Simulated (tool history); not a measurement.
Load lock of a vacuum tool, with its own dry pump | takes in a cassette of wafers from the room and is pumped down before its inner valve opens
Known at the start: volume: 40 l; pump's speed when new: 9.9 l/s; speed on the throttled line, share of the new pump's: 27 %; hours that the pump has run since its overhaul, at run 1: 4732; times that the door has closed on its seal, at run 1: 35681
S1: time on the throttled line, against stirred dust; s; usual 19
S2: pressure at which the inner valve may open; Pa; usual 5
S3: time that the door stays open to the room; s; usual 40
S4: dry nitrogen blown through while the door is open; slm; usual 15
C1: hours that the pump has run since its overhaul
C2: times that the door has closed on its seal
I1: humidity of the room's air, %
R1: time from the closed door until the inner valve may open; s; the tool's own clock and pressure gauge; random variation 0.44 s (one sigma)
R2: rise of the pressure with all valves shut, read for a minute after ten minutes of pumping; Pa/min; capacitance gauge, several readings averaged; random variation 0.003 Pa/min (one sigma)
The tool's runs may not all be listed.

Run 1, hour 0: usual settings; C1 4732; C2 35681; I1 45.9. Result: R1 58.3 s, R2 0.217 Pa/min.
Run 2, hour 149.8: usual settings; C1 4881; C2 36296; I1 43.5. Result: R1 58.3 s, R2 0.221 Pa/min.
Run 3, hour 306.5: usual settings; C1 5038; C2 36940; I1 44.5. Result: R1 57.8 s, R2 0.219 Pa/min.
Run 4, hour 402.8: usual settings; C1 5134; C2 37335; I1 40.9. Result: R1 59.2 s, R2 0.227 Pa/min.
Run 5, hour 522.3: usual settings but S2 7 Pa; C1 5254; C2 37825; I1 43.5. Result: R1 56.2 s, R2 0.233 Pa/min.
Run 6, hour 648.1: usual settings but S4 30 slm; C1 5380; C2 38342; I1 45.8. Result: R1 58.9 s, R2 0.23 Pa/min.
Run 7, hour 775.3: usual settings but S4 30 slm; C1 5507; C2 38864; I1 47.2. Result: R1 57.9 s, R2 0.233 Pa/min.
Run 8, hour 950: usual settings but S4 30 slm; C1 5682; C2 39582; I1 46.2. Result: R1 58.1 s, R2 0.24 Pa/min.
Run 9, hour 1088.7: usual settings but S1 27 s, S4 30 slm; C1 5820; C2 40151; I1 46.3. Result: R1 64 s, R2 0.246 Pa/min.
Run 10, hour 1210.8: usual settings but S1 27 s, S4 30 slm; C1 5942; C2 40652; I1 45.2. Result: R1 63.8 s, R2 0.252 Pa/min.
Run 11, hour 1360.5: usual settings; C1 6092; C2 41267; I1 43.8. Result: R1 58.2 s, R2 0.256 Pa/min.
Run 12, hour 1501.9: usual settings; C1 6234; C2 41848; I1 44.8. Result: R1 58.3 s, R2 0.268 Pa/min.
Run 13, hour 1660.2: usual settings; C1 6392; C2 42497; I1 43.8. Result: R1 58.8 s, R2 0.27 Pa/min.
Run 14, hour 1810.5: usual settings but S1 16 s; C1 6542; C2 43115; I1 43. Result: R1 56.5 s, R2 0.279 Pa/min.
Run 15, hour 1948.9: usual settings; C1 6681; C2 43683; I1 43.4. Result: R1 59.2 s, R2 0.28 Pa/min.
Run 16, hour 2037.9: usual settings; C1 6770; C2 44048; I1 46.9. Result: R1 59.6 s, R2 0.291 Pa/min.
Run 17, hour 2197.8: usual settings; C1 6929; C2 44705; I1 43.9. Result: R1 60 s, R2 0.295 Pa/min.
Run 18, hour 2321.6: usual settings; C1 7053; C2 45213; I1 40.1. Result: R1 59 s, R2 0.303 Pa/min.
Run 19, hour 2408.6: usual settings but S3 221 s; C1 7140; C2 45570; I1 44.6. Result: R1 59.9 s, R2 0.322 Pa/min.
Run 20, hour 2542.3: usual settings but S3 221 s; C1 7274; C2 46119; I1 44.4. Result: R1 59.3 s, R2 0.326 Pa/min.
Run 21, hour 2692: usual settings but S2 6 Pa, S3 56 s; C1 7424; C2 46734; I1 44.7. Result: R1 58.6 s, R2 0.31 Pa/min.
Run 22, hour 2831.8: usual settings but S4 21 slm; C1 7563; C2 47308; I1 44.9. Result: R1 59.9 s, R2 0.317 Pa/min.
Run 23, hour 3013.1: usual settings but S4 21 slm; C1 7745; C2 48053; I1 46.4. Result: R1 60.6 s, R2 0.322 Pa/min.
Run 24, hour 3130.2: usual settings but S1 22 s, S2 9 Pa, S3 37 s, S4 14 slm; C1 7862; C2 48533; I1 46.2. Result: R1 57.7 s, R2 0.336 Pa/min.
Run 25, hour 3255.1: usual settings but S1 22 s, S2 9 Pa, S3 37 s, S4 14 slm; C1 7987; C2 49046; I1 47.7. Result: R1 59.2 s, R2 0.334 Pa/min.
Run 26, hour 3352.8: usual settings but S1 32 s, S3 27 s, S4 6 slm; C1 8085; C2 49447; I1 44.5. Result: R1 69.3 s, R2 0.339 Pa/min.
Run 27, hour 3477.2: usual settings but S1 32 s, S3 27 s, S4 6 slm; C1 8209; C2 49958; I1 43.7. Result: R1 68.1 s, R2 0.343 Pa/min.
Run 28, hour 3661.2: usual settings but S3 130 s; C1 8393; C2 50713; I1 40.7. Result: R1 60.6 s, R2 0.363 Pa/min.
Run 29, hour 3771.4: usual settings but S3 130 s; C1 8503; C2 51166; I1 41. Result: R1 60.5 s, R2 0.365 Pa/min.
Run 30, hour 3922.1: usual settings but S1 13 s, S2 4 Pa, S3 103 s, S4 6 slm; C1 8654; C2 51785; I1 47.4. Result: R1 57.7 s, R2 0.381 Pa/min.
Run 31, hour 4119.8: usual settings but S1 13 s, S2 4 Pa, S3 103 s, S4 6 slm; C1 8851; C2 52596; I1 44. Result: R1 58.3 s, R2 0.401 Pa/min.
Run 32, hour 4256.4: usual settings but S1 13 s, S2 4 Pa, S3 228 s, S4 6 slm; C1 8988; C2 53157; I1 46. Result: R1 58.7 s, R2 0.417 Pa/min.
Run 33, hour 4422.6: usual settings but S1 20 s, S2 4 Pa, S3 228 s, S4 8 slm; C1 9154; C2 53840; I1 44.5. Result: R1 63 s, R2 0.417 Pa/min.
Run 34, hour 4548.7: usual settings but S1 20 s, S2 4 Pa, S3 228 s, S4 8 slm; C1 9280; C2 54357; I1 48.4. Result: R1 63 s, R2 0.427 Pa/min.
Run 35, hour 4633.2: usual settings but S2 4 Pa, S4 5 slm; C1 9365; C2 54704; I1 40.9. Result: R1 63.3 s, R2 0.398 Pa/min.
Run 36, hour 4760: usual settings but S1 11 s, S2 4 Pa, S3 34 s, S4 5 slm; C1 9492; C2 55225; I1 50.6. Result: R1 57.5 s, R2 0.411 Pa/min.
Run 37, hour 4962.5: usual settings but S2 8 Pa, S4 11 slm; C1 9694; C2 56057; I1 49. Result: R1 59 s, R2 0.418 Pa/min.

Forecast each of these 4 alternatives for the next run:
Run A, hour 5067.1: usual settings but S2 6 Pa, S4 14 slm; C1 9799; C2 56486; I1 44.9. Result: R1 ?, R2 ?.
Run B, hour 5067.1: usual settings but S1 12 s, S2 6 Pa; C1 9799; C2 56486; I1 41.9. Result: R1 ?, R2 ?.
Run C, hour 5067.1: usual settings but S1 10 s, S2 4 Pa; C1 9799; C2 56486; I1 47.8. Result: R1 ?, R2 ?.
Run D, hour 5067.1: usual settings but S4 20 slm; C1 9799; C2 56486; I1 43.7. Result: R1 ?, R2 ?.

run    R1     R2
  A  60.9  0.421
  B  55.7  0.417
  C  56.6  0.416
  D  61.6   0.42
Without the tool's hidden state the same runs would have given:
run    R1     R2
  A    54  0.024
  B  48.7  0.026
  C    49  0.031
  D  54.6  0.031

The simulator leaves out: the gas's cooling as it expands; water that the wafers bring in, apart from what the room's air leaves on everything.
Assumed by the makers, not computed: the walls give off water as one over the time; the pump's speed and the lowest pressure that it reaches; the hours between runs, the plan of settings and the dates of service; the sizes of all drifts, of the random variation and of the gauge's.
